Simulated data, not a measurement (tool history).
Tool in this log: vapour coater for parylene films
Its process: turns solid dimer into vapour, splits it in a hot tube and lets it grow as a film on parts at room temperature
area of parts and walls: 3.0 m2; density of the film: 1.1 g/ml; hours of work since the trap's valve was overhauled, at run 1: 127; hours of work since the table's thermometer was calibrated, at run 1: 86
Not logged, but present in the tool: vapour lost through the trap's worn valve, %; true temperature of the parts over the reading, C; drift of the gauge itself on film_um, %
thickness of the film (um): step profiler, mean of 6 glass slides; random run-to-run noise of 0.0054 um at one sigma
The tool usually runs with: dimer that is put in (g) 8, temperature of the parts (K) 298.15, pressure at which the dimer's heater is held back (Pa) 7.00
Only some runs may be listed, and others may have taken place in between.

run,hour,dimer that is put in (g),temperature of the parts (K),pressure at which the dimer's heater is held back (Pa),hours of work since the trap's valve was overhauled,hours of work since the table's thermometer was calibrated,thickness of the film (um)
1,0.0,8,298.15,7.00,127,86,1.691
2,10.5,6,298.15,7.00,131,90,1.262
3,24.3,8,304.15,7.00,137,96,1.536
4,34.3,8,301.15,7.00,141,100,1.605
5,48.8,8,298.15,7.00,147,106,1.687
6,65.4,8,298.15,7.00,153,113,1.682
7,78.7,8,298.15,7.00,159,118,1.683
8,93.6,8,298.15,7.00,165,125,1.693
9,110.2,8,298.15,7.00,172,131,1.683
10,124.2,8,298.15,2.25,177,137,1.904
11,140.0,8,298.15,6.61,184,143,1.709
12,150.0,5,298.15,7.00,188,148,1.062
13,167.5,8,294.15,7.00,195,155,1.816
14,175.5,8,298.15,7.00,198,158,1.704
15,183.3,8,298.15,7.00,202,161,1.707
16,196.7,8,298.15,7.00,207,167,1.706
17,212.0,8,298.15,7.00,213,173,1.705
18,223.8,8,298.15,7.00,218,178,1.706
19,231.3,8,308.15,7.00,221,181,1.471
20,244.8,4,298.15,7.00,227,186,0.865
21,255.6,4,298.15,7.00,231,191,0.846
22,273.1,4,298.15,7.00,238,198,0.856
23,283.6,4,298.15,7.00,243,202,0.857
24,295.6,8,294.15,6.49,248,207,1.838
25,309.2,8,294.15,11.01,253,213,1.750
26,319.2,8,291.15,7.00,257,217,1.907
27,329.4,8,298.15,2.39,261,221,1.916
28,338.8,8,298.15,2.39,265,225,1.920
29,356.3,13,290.15,11.06,272,232,3.015
# hour 371.3: gauge calibrated
30,372.7,14,292.15,5.08,279,239,3.324
31,383.1,14,292.15,5.08,283,243,3.319
32,400.0,5,298.15,7.00,290,250,1.060
33,409.9,6,298.15,7.00,294,254,1.260
34,418.4,8,294.15,3.05,298,257,1.943
35,433.0,8,307.15,6.87,304,263,1.477
36,443.6,4,298.15,5.13,308,268,0.875
37,453.2,4,298.15,5.13,312,272,0.877
38,468.4,8,299.15,2.98,318,278,1.817
39,476.2,6,295.15,7.00,322,281,1.325
40,487.3,6,295.15,7.00,326,286,1.326
41,498.7,6,295.15,7.00,331,290,1.336
42,507.9,11,298.15,6.78,335,294,2.323
43,522.7,11,298.15,6.78,341,300,2.338

Difference, measured minus no-hidden-state, one row per run. Run-to-run variation is common to both terms; the gauge's own scatter need not be:
run,thickness of the film (um)
1,-0.001
2,+0.000
3,+0.003
4,+0.004
5,+0.005
6,+0.008
7,+0.010
8,+0.011
9,+0.014
10,+0.017
11,+0.016
12,+0.011
13,+0.022
14,+0.021
15,+0.022
16,+0.023
17,+0.025
18,+0.027
19,+0.024
20,+0.014
21,+0.015
22,+0.017
23,+0.017
24,+0.038
25,+0.038
26,+0.043
27,+0.044
28,+0.046
29,+0.075
30,-0.002
31,+0.001
32,+0.002
33,+0.003
34,+0.006
35,+0.006
36,+0.004
37,+0.005
38,+0.012
39,+0.009
40,+0.011
41,+0.012
42,+0.022
43,+0.025
